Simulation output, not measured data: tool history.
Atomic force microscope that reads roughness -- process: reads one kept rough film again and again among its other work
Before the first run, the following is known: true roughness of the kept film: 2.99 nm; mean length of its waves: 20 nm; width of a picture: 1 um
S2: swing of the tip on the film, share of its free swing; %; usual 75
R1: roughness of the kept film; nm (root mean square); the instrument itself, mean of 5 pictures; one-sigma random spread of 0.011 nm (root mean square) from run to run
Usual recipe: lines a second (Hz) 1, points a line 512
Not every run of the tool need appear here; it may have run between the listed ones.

Run 1, hour 0: usual settings. Result: R1 2.077 nm (root mean square).
Run 2, hour 31.3: usual settings. Result: R1 2.441 nm (root mean square).
Run 3, hour 58.6: usual settings. Result: R1 2.305 nm (root mean square).
Run 4, hour 94.9: usual settings. Result: R1 2.16 nm (root mean square).
Run 5, hour 139.5: usual settings. Result: R1 1.992 nm (root mean square).
Run 6, hour 167.9: usual settings. Result: R1 2.35 nm (root mean square).
Run 7, hour 195.7: usual settings. Result: R1 2.244 nm (root mean square).
Run 8, hour 230.3: usual settings. Result: R1 2.103 nm (root mean square).
Run 9, hour 275.6: usual settings but S2 55 %. Result: R1 2.481 nm (root mean square).
Run 10, hour 317.6: usual settings but S2 55 %. Result: R1 2.31 nm (root mean square).
Run 11, hour 358.4: usual settings but S2 55 %. Result: R1 2.154 nm (root mean square).
Run 12, hour 406.5: usual settings but lines a second (Hz) 2.71, S2 55 %. Result: R1 2.394 nm (root mean square).
Run 13, hour 432.8: usual settings but lines a second (Hz) 0.63. Result: R1 2.281 nm (root mean square).
Run 14, hour 472.1: usual settings but lines a second (Hz) 0.63. Result: R1 2.141 nm (root mean square).
Run 15, hour 493: usual settings but lines a second (Hz) 0.63. Result: R1 2.044 nm (root mean square).
Run 16, hour 525.6: usual settings but lines a second (Hz) 0.63. Result: R1 2.421 nm (root mean square).
Run 17, hour 560.6: usual settings. Result: R1 2.229 nm (root mean square).
Run 18, hour 590.6: usual settings. Result: R1 2.121 nm (root mean square).
Run 19, hour 622: usual settings. Result: R1 2.016 nm (root mean square).
Run 20, hour 648.1: usual settings but lines a second (Hz) 0.78. Result: R1 2.412 nm (root mean square).
Run 21, hour 672: usual settings but points a line 696. Result: R1 2.342 nm (root mean square).
Run 22, hour 720.9: usual settings but points a line 696. Result: R1 2.161 nm (root mean square).
Run 23, hour 753.7: usual settings but points a line 696. Result: R1 2.053 nm (root mean square).
Run 24, hour 795.6: usual settings but points a line 696. Result: R1 2.349 nm (root mean square).
Run 25, hour 836.2: usual settings. Result: R1 2.179 nm (root mean square).
Run 26, hour 872.2: usual settings. Result: R1 2.027 nm (root mean square).
Run 27, hour 906.1: usual settings but lines a second (Hz) 2.46, points a line 969. Result: R1 2.294 nm (root mean square).
Run 28, hour 935.2: usual settings but lines a second (Hz) 1.65, S2 65 %, points a line 568. Result: R1 2.258 nm (root mean square).
Run 29, hour 983.9: usual settings but lines a second (Hz) 1.65, S2 65 %, points a line 568. Result: R1 2.084 nm (root mean square).
Run 30, hour 1009.5: usual settings but lines a second (Hz) 1.87, S2 56 %, points a line 260. Result: R1 2.435 nm (root mean square).
Run 31, hour 1060.1: usual settings but lines a second (Hz) 1.87, S2 56 %, points a line 260. Result: R1 2.237 nm (root mean square).
Run 32, hour 1091.8: usual settings but lines a second (Hz) 2.82, points a line 380. Result: R1 1.983 nm (root mean square).
Run 33, hour 1117.9: usual settings but S2 59 %. Result: R1 2.099 nm (root mean square).
Run 34, hour 1162.6: usual settings but S2 59 %. Result: R1 2.362 nm (root mean square).
Run 35, hour 1187.1: usual settings but S2 59 %. Result: R1 2.278 nm (root mean square).
Run 36, hour 1227.5: usual settings but points a line 897. Result: R1 2.098 nm (root mean square).
Run 37, hour 1261.5: usual settings but lines a second (Hz) 2.46, S2 68 %, points a line 428. Result: R1 2.337 nm (root mean square).
Run 38, hour 1282.3: usual settings but lines a second (Hz) 2.46, S2 86 %, points a line 434. Result: R1 2.066 nm (root mean square).
Run 39, hour 1318.1: usual settings but lines a second (Hz) 2.46, S2 86 %, points a line 517. Result: R1 1.928 nm (root mean square).
Run 40, hour 1343: usual settings but lines a second (Hz) 2.09. Result: R1 2.001 nm (root mean square).
Run 41, hour 1367.7: usual settings but lines a second (Hz) 1.66, S2 59 %, points a line 950. Result: R1 2.027 nm (root mean square).
Run 42, hour 1416: usual settings but lines a second (Hz) 1.66, S2 59 %, points a line 587. Result: R1 2.3 nm (root mean square).
Run 43, hour 1442.9: usual settings but lines a second (Hz) 3.03, S2 58 %, points a line 275. Result: R1 2.103 nm (root mean square).
Run 44, hour 1472.3: usual settings but S2 86 %, points a line 625. Result: R1 2.017 nm (root mean square).
Run 45, hour 1497.1: usual settings but S2 86 %, points a line 625. Result: R1 2.389 nm (root mean square).
Run 46, hour 1544: usual settings but S2 86 %, points a line 625. Result: R1 2.178 nm (root mean square).
Run 47, hour 1574.5: usual settings but S2 86 %, points a line 625. Result: R1 2.076 nm (root mean square).
Run 48, hour 1599.5: usual settings but lines a second (Hz) 2.48, S2 68 %, points a line 300. Result: R1 1.943 nm (root mean square).
Run 49, hour 1649.4: usual settings but lines a second (Hz) 2.48, S2 68 %, points a line 300. Result: R1 2.211 nm (root mean square).
Run 50, hour 1672.9: usual settings but lines a second (Hz) 2.48, S2 68 %, points a line 300. Result: R1 2.128 nm (root mean square).
Run 51, hour 1715.9: usual settings but lines a second (Hz) 0.82, S2 70 %. Result: R1 2.086 nm (root mean square).
Run 52, hour 1752.7: usual settings but lines a second (Hz) 1.15, S2 80 %, points a line 746. Result: R1 2.349 nm (root mean square).

Taken out of this log: 16 entries between the listed runs. Where each belongs, and how the hidden state differs across it:
Runs 1 to 2: new tip fitted (hour 29.7)
  radius of the tip, nm: 12.1 -> 5.2; height scale over the true one, %: -1.68 -> -1.73
  measured minus no-state result, R1: -0.423 -> -0.056 nm (root mean square)
Runs 5 to 6: new tip fitted (hour 153.5)
  radius of the tip, nm: 13.8 -> 6.2; height scale over the true one, %: -1.89 -> -1.94
  measured minus no-state result, R1: -0.5 -> -0.118 nm (root mean square)
Runs 8 to 9: new tip fitted (hour 275.6)
  radius of the tip, nm: 11 -> 5.1; height scale over the true one, %: -2.04 -> -2.11
  measured minus no-state result, R1: -0.377 -> -0.061 nm (root mean square)
Runs 11 to 12: new tip fitted (hour 396.6)
  radius of the tip, nm: 11.2 -> 6; height scale over the true one, %: -2.24 -> -2.31
  measured minus no-state result, R1: -0.403 -> -0.122 nm (root mean square)
Runs 15 to 16: new tip fitted (hour 519.9)
  radius of the tip, nm: 12.5 -> 5.7; height scale over the true one, %: -2.45 -> -2.49
  measured minus no-state result, R1: -0.455 -> -0.104 nm (root mean square)
Runs 19 to 20: new tip fitted (hour 642.3)
  radius of the tip, nm: 13.1 -> 5.6; height scale over the true one, %: -2.64 -> -2.68
  measured minus no-state result, R1: -0.484 -> -0.102 nm (root mean square)
Runs 20 to 21: height scale calibrated on a step standard (hour 666.8)
  radius of the tip, nm: 5.6 -> 7.4; height scale over the true one, %: -2.68 -> 0.06
  measured minus no-state result, R1: -0.102 -> -0.143 nm (root mean square)
Runs 23 to 24: new tip fitted (hour 765.8)
  radius of the tip, nm: 13.6 -> 7.5; height scale over the true one, %: -0.06 -> -0.12
  measured minus no-state result, R1: -0.453 -> -0.156 nm (root mean square)
Runs 26 to 27: new tip fitted (hour 886.8)
  radius of the tip, nm: 13.3 -> 6.4; height scale over the true one, %: -0.24 -> -0.29
  measured minus no-state result, R1: -0.441 -> -0.089 nm (root mean square)
Runs 29 to 30: new tip fitted (hour 1009.5)
  radius of the tip, nm: 12.3 -> 5.3; height scale over the true one, %: -0.4 -> -0.44
  measured minus no-state result, R1: -0.401 -> -0.03 nm (root mean square)
Runs 33 to 34: new tip fitted (hour 1131.7)
  radius of the tip, nm: 13.1 -> 7.5; height scale over the true one, %: -0.61 -> -0.67
  measured minus no-state result, R1: -0.451 -> -0.171 nm (root mean square)
Runs 36 to 37: new tip fitted (hour 1253.3)
  radius of the tip, nm: 12.3 -> 6; height scale over the true one, %: -0.76 -> -0.82
  measured minus no-state result, R1: -0.409 -> -0.082 nm (root mean square)
Runs 41 to 42: new tip fitted (hour 1374.1)
  radius of the tip, nm: 14.1 -> 8.2; height scale over the true one, %: -0.98 -> -1.05
  measured minus no-state result, R1: -0.498 -> -0.213 nm (root mean square)
Runs 44 to 45: new tip fitted (hour 1497.1)
  radius of the tip, nm: 12.6 -> 5.1; height scale over the true one, %: -1.14 -> -1.17
  measured minus no-state result, R1: -0.421 -> -0.036 nm (root mean square)
Runs 48 to 49: new tip fitted (hour 1618.2)
  radius of the tip, nm: 13 -> 7.4; height scale over the true one, %: -1.33 -> -1.4
  measured minus no-state result, R1: -0.432 -> -0.167 nm (root mean square)
Runs 51 to 52: new tip fitted (hour 1740.4)
  radius of the tip, nm: 12.5 -> 5.8; height scale over the true one, %: -1.5 -> -1.56
  measured minus no-state result, R1: -0.439 -> -0.088 nm (root mean square)
